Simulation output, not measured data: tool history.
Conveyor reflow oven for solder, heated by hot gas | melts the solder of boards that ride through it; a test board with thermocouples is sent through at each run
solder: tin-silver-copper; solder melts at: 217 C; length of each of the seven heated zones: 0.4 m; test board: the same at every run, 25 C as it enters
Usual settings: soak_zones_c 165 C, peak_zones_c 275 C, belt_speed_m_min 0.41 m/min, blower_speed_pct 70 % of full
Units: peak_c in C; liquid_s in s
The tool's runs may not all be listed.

run,day,soak_zones_c,peak_zones_c,belt_speed_m_min,blower_speed_pct,peak_c,liquid_s
1,0,165,275,0.41,70,266.5,98.8
2,0.396,165,275,0.41,70,266.9,98.4
3,0.975,165,275,0.41,70,266.6,99.3
4,1.779,165,275,0.41,70,266.7,99.4
5,2.288,165,275,0.469,70,262.5,83.2
6,2.758,165,275,0.469,70,262.7,82.6
7,3.475,180,275,0.41,70,267.7,107.5
8,4.092,180,275,0.41,70,267.7,107.4
9,5.062,180,277,0.464,88,269.1,95.3
10,5.871,152,270,0.488,70,255.4,69.5
11,6.321,152,275,0.41,75,265.6,93.5
12,7.254,153,274,0.41,70,264.5,93.1
13,7.658,153,274,0.41,70,264.4,91.9
14,8.529,165,275,0.41,71,266.4,98.7

Forecast each of these 4 alternatives for the next run:
A,8.962,154,280,0.41,57,?,?
B,8.962,169,275,0.41,75,?,?
C,8.962,160,283,0.41,70,?,?
D,8.962,165,275,0.336,71,?,?

run,peak_c,liquid_s
A,268.1,96.5
B,268.3,101.5
C,273.7,102.2
D,271.2,127.1
Without the tool's hidden state the same runs would have given:
run,peak_c,liquid_s
A,267.4,95.6
B,267.6,100.6
C,273,101.4
D,270.4,126

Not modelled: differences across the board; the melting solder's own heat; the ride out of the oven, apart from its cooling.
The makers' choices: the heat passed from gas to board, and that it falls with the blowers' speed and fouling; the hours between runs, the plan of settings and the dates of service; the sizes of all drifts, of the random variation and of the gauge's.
